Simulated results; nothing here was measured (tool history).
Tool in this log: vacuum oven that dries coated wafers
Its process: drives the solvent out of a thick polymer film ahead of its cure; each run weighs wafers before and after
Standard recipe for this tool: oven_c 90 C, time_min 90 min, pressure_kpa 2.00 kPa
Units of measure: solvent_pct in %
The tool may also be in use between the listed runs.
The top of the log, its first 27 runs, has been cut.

run,hour,oven_c,time_min,pressure_kpa,solvent_pct
28,708.7,88,55,2.00,4.43
# hour 713.1: vacuum gauge cleaned of residue and calibrated
29,734.6,79,59,2.75,7.60
30,753.3,98,59,2.75,3.36
31,772.0,97,90,1.84,2.11
# hour 798.2: vacuum gauge cleaned of residue and calibrated, once more
32,807.2,97,60,1.84,2.48
33,833.5,90,58,2.00,3.78
34,857.0,90,106,3.16,4.26
35,888.8,97,90,2.99,3.15
36,903.6,86,90,2.48,4.32
37,922.6,94,67,2.00,2.88
38,937.2,103,57,1.90,1.98
39,958.8,103,57,1.90,1.90
40,978.9,103,57,1.90,1.95
41,1010.1,103,57,2.77,2.64
42,1033.0,103,57,2.77,2.56
43,1052.9,90,90,1.17,2.07
44,1073.2,104,105,1.41,1.12
45,1096.9,104,53,1.41,1.56
46,1128.9,104,53,1.41,1.45

Branching from run 46: 5 alternative next runs. What would each branch give?
A,1143.3,90,67,5.62,?
B,1143.3,104,53,5.02,?
C,1143.3,93,65,1.95,?
D,1143.3,90,64,6.75,?
E,1143.3,88,54,6.42,?

run,solvent_pct
A,7.54
B,4.18
C,2.98
D,8.70
E,9.29
With the hidden condition removed and each run's random variation left untouched, the same runs would have given:
run,solvent_pct
A,7.60
B,4.21
C,2.99
D,8.76
E,9.36

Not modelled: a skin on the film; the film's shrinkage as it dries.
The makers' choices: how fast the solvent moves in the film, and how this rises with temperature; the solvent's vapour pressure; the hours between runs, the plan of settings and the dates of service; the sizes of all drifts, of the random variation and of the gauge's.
